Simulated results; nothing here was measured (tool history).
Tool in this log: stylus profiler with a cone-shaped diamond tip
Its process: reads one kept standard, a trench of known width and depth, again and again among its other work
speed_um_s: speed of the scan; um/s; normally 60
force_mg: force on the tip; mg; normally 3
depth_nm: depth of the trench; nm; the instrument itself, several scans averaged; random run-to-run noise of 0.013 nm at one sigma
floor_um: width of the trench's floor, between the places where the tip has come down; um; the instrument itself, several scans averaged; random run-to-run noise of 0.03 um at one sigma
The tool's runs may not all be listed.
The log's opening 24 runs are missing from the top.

run     day  speed_um_s  force_mg  scans with this tip  hours of work since the height scale was calibrated  depth_nm  floor_um
 25  24.367          26      1.24                 8934                                                  801    100.44     98.34
     24.496  -- height scale calibrated on a step standard
 26  25.154          52      6.73                 9027                                                    7    101.28     98.37
 27  26.442          52      6.73                 9183                                                   21    101.27     98.34
 28  27.642          75      8.48                 9328                                                   34    101.48     98.29
 29  29.017          75      4.75                 9495                                                   49    101.05     98.19
 30  30.146          75      4.75                 9632                                                   61    101.07     98.25
 31  31.083          18      4.75                 9745                                                   72    101.05     98.42
 32  31.892          62       7.3                 9843                                                   80    101.35     98.31
     32.304  -- height scale calibrated on a step standard, once more
 33  33.042          62       7.3                 9980                                                    8    101.21     98.29
 34  34.325          60      1.68                10136                                                   22    100.47     98.13
 35  35.412          95      2.63                10267                                                   34    100.61     98.04
 36  36.379          90      3.52                10384                                                   44    100.75     98.08
 37  37.479          35      3.18                10518                                                   56    100.71     98.28
 38  38.888          35      3.18                10688                                                   72    100.73     98.22
 39  39.838         189      4.71                10803                                                   82    100.93     97.77
 40  41.192         189      4.71                10968                                                   97    100.93     97.72
 41  42.412          60      1.04                11116                                                  110    100.35     97.98
 42  43.392          36      1.09                11234                                                  120    100.35     98.17

5 ways to go on from here, each from the tool as it stands after run 42. What would each give?
  A  44.112         133      3.52                11321                                                  128         ?         ?
  B  44.112          91      5.23                11321                                                  128         ?         ?
  C  44.112          18      2.14                11321                                                  128         ?         ?
  D  44.112          45      1.32                11321                                                  128         ?         ?
  E  44.112         134      8.39                11321                                                  128         ?         ?

run  depth_nm  floor_um
  A    100.78     97.86
  B    100.99     98.13
  C    100.56      98.3
  D    100.43     98.12
  E    101.32     98.07
With the hidden condition removed and each run's random variation left untouched, the same runs would have given:
run  depth_nm  floor_um
  A    100.74     98.16
  B    100.96     98.44
  C    100.52      98.6
  D    100.39     98.43
  E    101.28     98.38

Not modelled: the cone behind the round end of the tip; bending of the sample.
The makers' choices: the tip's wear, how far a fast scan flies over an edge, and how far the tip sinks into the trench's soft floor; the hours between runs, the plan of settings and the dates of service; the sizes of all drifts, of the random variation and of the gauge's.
